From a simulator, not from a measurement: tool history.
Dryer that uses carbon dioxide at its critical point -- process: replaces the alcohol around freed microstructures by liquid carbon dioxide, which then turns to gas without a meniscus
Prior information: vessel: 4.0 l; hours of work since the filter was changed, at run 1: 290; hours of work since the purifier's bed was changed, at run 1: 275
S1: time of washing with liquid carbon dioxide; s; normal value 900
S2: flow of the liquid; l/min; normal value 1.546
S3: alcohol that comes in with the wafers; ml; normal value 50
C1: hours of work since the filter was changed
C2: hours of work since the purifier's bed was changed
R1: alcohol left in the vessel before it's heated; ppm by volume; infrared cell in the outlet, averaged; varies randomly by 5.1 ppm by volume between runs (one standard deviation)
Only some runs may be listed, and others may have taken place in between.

| run | hour | S1 | S2 | S3 | C1 | C2 | R1 |
|---|---|---|---|---|---|---|---|
| 1 | 0.0 | 900 | 1.546 | 50 | 290 | 275 | 159 |
| 2 | 13.7 | 900 | 1.546 | 26 | 298 | 283 | 108 |
| 3 | 29.0 | 900 | 1.546 | 107 | 306 | 292 | 325 |
| 4 | 45.3 | 900 | 1.546 | 107 | 316 | 301 | 313 |
| 5 | 55.7 | 900 | 1.546 | 107 | 321 | 307 | 325 |
| 6 | 67.2 | 900 | 1.546 | 107 | 328 | 313 | 331 |
| 7 | 75.0 | 900 | 1.546 | 107 | 332 | 317 | 336 |
|  | 81.4 | inlet filter changed |
| 8 | 90.0 | 660 | 1.546 | 50 | 5 | 325 | 293 |
| 9 | 100.7 | 660 | 1.546 | 50 | 11 | 331 | 310 |
| 10 | 109.0 | 900 | 1.546 | 109 | 16 | 336 | 185 |
| 11 | 118.2 | 900 | 1.620 | 50 | 21 | 341 | 99 |
| 12 | 127.8 | 900 | 1.120 | 109 | 26 | 347 | 636 |
| 13 | 143.8 | 720 | 1.120 | 109 | 35 | 356 | 1336 |

Predict each of these 5 candidate next runs independently; none follows another, all start after run 13:
| A | 156.4 | 720 | 1.310 | 109 | 42 | 363 | ? |
| B | 156.4 | 720 | 1.120 | 111 | 42 | 363 | ? |
| C | 156.4 | 900 | 1.960 | 36 | 42 | 363 | ? |
| D | 156.4 | 960 | 1.940 | 50 | 42 | 363 | ? |
| E | 156.4 | 900 | 1.920 | 95 | 42 | 363 | ? |

| run | R1 |
|---|---|
| A | 823 |
| B | 1360 |
| C | 63 |
| D | 74 |
| E | 81 |
The same runs, with their run-to-run variation unchanged, on a tool lacking any hidden condition would have given:
| run | R1 |
|---|---|
| A | 716 |
| B | 1223 |
| C | 19 |
| D | 28 |
| E | 35 |
